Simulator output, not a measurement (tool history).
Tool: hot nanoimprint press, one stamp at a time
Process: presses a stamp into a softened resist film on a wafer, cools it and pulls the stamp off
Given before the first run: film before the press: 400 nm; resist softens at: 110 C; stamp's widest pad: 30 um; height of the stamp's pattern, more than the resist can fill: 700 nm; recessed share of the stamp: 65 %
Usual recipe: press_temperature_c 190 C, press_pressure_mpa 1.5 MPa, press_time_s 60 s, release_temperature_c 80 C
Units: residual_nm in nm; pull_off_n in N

run	hour	press_temperature_c	press_pressure_mpa	press_time_s	release_temperature_c	residual_nm	pull_off_n
1	0	190	1.5	60	80	221.1	138
2	13.8	190	1.5	60	80	222.7	134
3	39.3	190	1.5	60	80	223.6	136
4	53.8	190	1.5	60	80	222.3	129
5	75.9	190	1.5	60	80	220.5	139
# hour 97.7: plate thermocouple calibrated
6	101.4	190	1.5	60	80	222.5	138
7	112.6	190	1.5	60	80	221.4	140
8	137.7	190	1.5	60	80	220.8	137
9	157.1	197	1.4	60	74	189.7	152
10	176	185	1.4	60	74	259.8	153
11	194.1	191	1.03	101	74	217.2	154
12	211.8	191	1.03	101	74	218.4	154
13	222.4	191	1.03	101	74	215.8	154
14	247.9	191	1.03	101	74	216.1	153
15	264.4	186	1.28	101	79	226.1	136

5 ways to go on from here, each from the tool as it stands after run 15. What would each give?
A	290	186	1.28	109	79	?	?
B	290	187	0.91	44	80	?	?
C	290	183	1.5	60	69	?	?
D	290	186	1.12	109	79	?	?
E	290	194	1.27	101	66	?	?

run	residual_nm	pull_off_n
A	219.9	139
B	309.8	132
C	270.9	168
D	234.6	139
E	180.1	180
What these runs would have given with no unlogged condition in the tool:
run	residual_nm	pull_off_n
A	219.9	138
B	309.7	132
C	270.8	167
D	234.5	138
E	180	178
